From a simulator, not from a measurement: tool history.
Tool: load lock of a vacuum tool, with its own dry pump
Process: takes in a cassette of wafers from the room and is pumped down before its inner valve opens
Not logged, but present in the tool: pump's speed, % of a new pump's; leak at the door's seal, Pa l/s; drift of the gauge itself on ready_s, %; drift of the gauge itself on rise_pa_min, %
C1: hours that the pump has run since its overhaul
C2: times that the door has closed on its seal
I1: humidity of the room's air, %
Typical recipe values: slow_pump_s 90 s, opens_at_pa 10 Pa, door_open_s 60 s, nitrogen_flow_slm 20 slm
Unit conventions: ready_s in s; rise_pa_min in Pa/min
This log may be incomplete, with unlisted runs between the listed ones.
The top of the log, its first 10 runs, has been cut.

{"run": 11, "day": 31.95, "slow_pump_s": 90, "opens_at_pa": 9, "door_open_s": 60, "nitrogen_flow_slm": 20, "C1": 1065, "C2": 8133, "I1": 43.7, "ready_s": 165.5, "rise_pa_min": 0.129}
{"run": 12, "day": 34.696, "slow_pump_s": 90, "opens_at_pa": 9, "door_open_s": 60, "nitrogen_flow_slm": 20, "C1": 1131, "C2": 8356, "I1": 43.4, "ready_s": 166.6, "rise_pa_min": 0.136}
{"run": 13, "day": 38.858, "slow_pump_s": 90, "opens_at_pa": 10, "door_open_s": 60, "nitrogen_flow_slm": 4, "C1": 1231, "C2": 8695, "I1": 44.1, "ready_s": 168.4, "rise_pa_min": 0.143}
{"run": 14, "day": 42.404, "slow_pump_s": 90, "opens_at_pa": 10, "door_open_s": 60, "nitrogen_flow_slm": 4, "C1": 1316, "C2": 8983, "I1": 44.1, "ready_s": 167.4, "rise_pa_min": 0.147}
{"run": 15, "day": 46.512, "slow_pump_s": 90, "opens_at_pa": 10, "door_open_s": 60, "nitrogen_flow_slm": 4, "C1": 1415, "C2": 9317, "I1": 43.7, "ready_s": 167.1, "rise_pa_min": 0.159}
{"run": 16, "day": 49.196, "slow_pump_s": 90, "opens_at_pa": 10, "door_open_s": 60, "nitrogen_flow_slm": 20, "C1": 1479, "C2": 9536, "I1": 44.4, "ready_s": 167.9, "rise_pa_min": 0.16}
{"run": 17, "day": 52.679, "slow_pump_s": 90, "opens_at_pa": 10, "door_open_s": 60, "nitrogen_flow_slm": 20, "C1": 1563, "C2": 9819, "I1": 47.8, "ready_s": 167.9, "rise_pa_min": 0.154}
{"run": 18, "day": 56.867, "slow_pump_s": 90, "opens_at_pa": 10, "door_open_s": 60, "nitrogen_flow_slm": 20, "C1": 1663, "C2": 10160, "I1": 44.6, "ready_s": 165.8, "rise_pa_min": 0.166}
{"run": 19, "day": 58.996, "slow_pump_s": 90, "opens_at_pa": 10, "door_open_s": 60, "nitrogen_flow_slm": 20, "C1": 1714, "C2": 10333, "I1": 46.7, "ready_s": 166.8, "rise_pa_min": 0.173}
{"run": 20, "day": 61.471, "slow_pump_s": 90, "opens_at_pa": 9, "door_open_s": 60, "nitrogen_flow_slm": 20, "C1": 1774, "C2": 10534, "I1": 42.1, "ready_s": 168.2, "rise_pa_min": 0.18}
{"run": 21, "day": 63.796, "slow_pump_s": 46, "opens_at_pa": 15, "door_open_s": 60, "nitrogen_flow_slm": 8, "C1": 1829, "C2": 10723, "I1": 46.3, "ready_s": 128.1, "rise_pa_min": 0.186}
{"run": 22, "day": 66.638, "slow_pump_s": 46, "opens_at_pa": 8, "door_open_s": 60, "nitrogen_flow_slm": 9, "C1": 1898, "C2": 10955, "I1": 44.1, "ready_s": 132.2, "rise_pa_min": 0.193}
{"run": 23, "day": 69.475, "slow_pump_s": 118, "opens_at_pa": 16, "door_open_s": 61, "nitrogen_flow_slm": 9, "C1": 1966, "C2": 11185, "I1": 45.2, "ready_s": 186.6, "rise_pa_min": 0.2}
{"run": 24, "day": 72.608, "slow_pump_s": 118, "opens_at_pa": 16, "door_open_s": 61, "nitrogen_flow_slm": 9, "C1": 2041, "C2": 11440, "I1": 45.6, "ready_s": 186.2, "rise_pa_min": 0.21}
{"run": 25, "day": 76.175, "slow_pump_s": 90, "opens_at_pa": 10, "door_open_s": 108, "nitrogen_flow_slm": 20, "C1": 2127, "C2": 11730, "I1": 46.5, "ready_s": 166.4, "rise_pa_min": 0.201}
{"run": 26, "day": 79.867, "slow_pump_s": 90, "opens_at_pa": 9, "door_open_s": 60, "nitrogen_flow_slm": 20, "C1": 2215, "C2": 12031, "I1": 46.9, "ready_s": 167.5, "rise_pa_min": 0.217}
{"run": 27, "day": 81.971, "slow_pump_s": 90, "opens_at_pa": 9, "door_open_s": 65, "nitrogen_flow_slm": 36, "C1": 2266, "C2": 12202, "I1": 45.8, "ready_s": 168.0, "rise_pa_min": 0.212}
{"run": 28, "day": 85.854, "slow_pump_s": 67, "opens_at_pa": 9, "door_open_s": 65, "nitrogen_flow_slm": 23, "C1": 2359, "C2": 12518, "I1": 45.5, "ready_s": 149.0, "rise_pa_min": 0.227}
{"run": 29, "day": 88.483, "slow_pump_s": 65, "opens_at_pa": 18, "door_open_s": 60, "nitrogen_flow_slm": 10, "C1": 2422, "C2": 12732, "I1": 47.5, "ready_s": 140.8, "rise_pa_min": 0.239}
{"run": 30, "day": 91.983, "slow_pump_s": 150, "opens_at_pa": 9, "door_open_s": 60, "nitrogen_flow_slm": 4, "C1": 2506, "C2": 13016, "I1": 44.9, "ready_s": 216.5, "rise_pa_min": 0.25}
{"run": 31, "day": 95.046, "slow_pump_s": 90, "opens_at_pa": 13, "door_open_s": 60, "nitrogen_flow_slm": 5, "C1": 2580, "C2": 13266, "I1": 47.7, "ready_s": 164.3, "rise_pa_min": 0.259}

The next listed run, before its measurement:
{"run": 32, "day": 98.154, "slow_pump_s": 90, "opens_at_pa": 17, "door_open_s": 228, "nitrogen_flow_slm": 20, "C1": 2654, "C2": 13519, "I1": 45.9, "ready_s": "?", "rise_pa_min": "?"}

ready_s: 162.0 s
rise_pa_min: 0.269 Pa/min
Without the tool's hidden state the same run would have given ready_s 160.3 s, rise_pa_min 0.022 Pa/min.
